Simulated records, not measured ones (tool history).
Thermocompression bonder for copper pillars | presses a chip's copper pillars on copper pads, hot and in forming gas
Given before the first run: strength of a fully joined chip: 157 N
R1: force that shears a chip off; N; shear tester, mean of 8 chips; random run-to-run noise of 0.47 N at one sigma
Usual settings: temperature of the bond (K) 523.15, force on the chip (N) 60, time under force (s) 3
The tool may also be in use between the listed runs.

run 1 hour=0.0 | temperature_of_the_bond_(K)=523.15 force_on_the_chip_(N)=60 time_under_force_(s)=3 | R1=67.6
run 2 hour=8.2 | temperature_of_the_bond_(K)=523.15 force_on_the_chip_(N)=60 time_under_force_(s)=3 | R1=67.3
run 3 hour=25.9 | temperature_of_the_bond_(K)=523.15 force_on_the_chip_(N)=60 time_under_force_(s)=3 | R1=66.7
run 4 hour=40.9 | temperature_of_the_bond_(K)=523.15 force_on_the_chip_(N)=60 time_under_force_(s)=2 | R1=56.5
run 5 hour=53.5 | temperature_of_the_bond_(K)=523.15 force_on_the_chip_(N)=60 time_under_force_(s)=2 | R1=56.8
run 6 hour=67.6 | temperature_of_the_bond_(K)=548.15 force_on_the_chip_(N)=60 time_under_force_(s)=2 | R1=73.5
run 7 hour=84.2 | temperature_of_the_bond_(K)=548.15 force_on_the_chip_(N)=60 time_under_force_(s)=2 | R1=72.8
run 8 hour=96.0 | temperature_of_the_bond_(K)=523.15 force_on_the_chip_(N)=60 time_under_force_(s)=3 | R1=64.7
run 9 hour=116.0 | temperature_of_the_bond_(K)=523.15 force_on_the_chip_(N)=60 time_under_force_(s)=3 | R1=64.5
-- hour=120.3 forming gas filter changed
run 10 hour=132.1 | temperature_of_the_bond_(K)=551.15 force_on_the_chip_(N)=63 time_under_force_(s)=3 | R1=99.2
run 11 hour=145.3 | temperature_of_the_bond_(K)=523.15 force_on_the_chip_(N)=49 time_under_force_(s)=3 | R1=60.3

Forecast run 12:
run 12 hour=163.4 | temperature_of_the_bond_(K)=523.15 force_on_the_chip_(N)=49 time_under_force_(s)=3 | R1=?

For run 12 the tool returned R1 60.6 N.
Without the tool's hidden state the same run would have given R1 57.6 N.
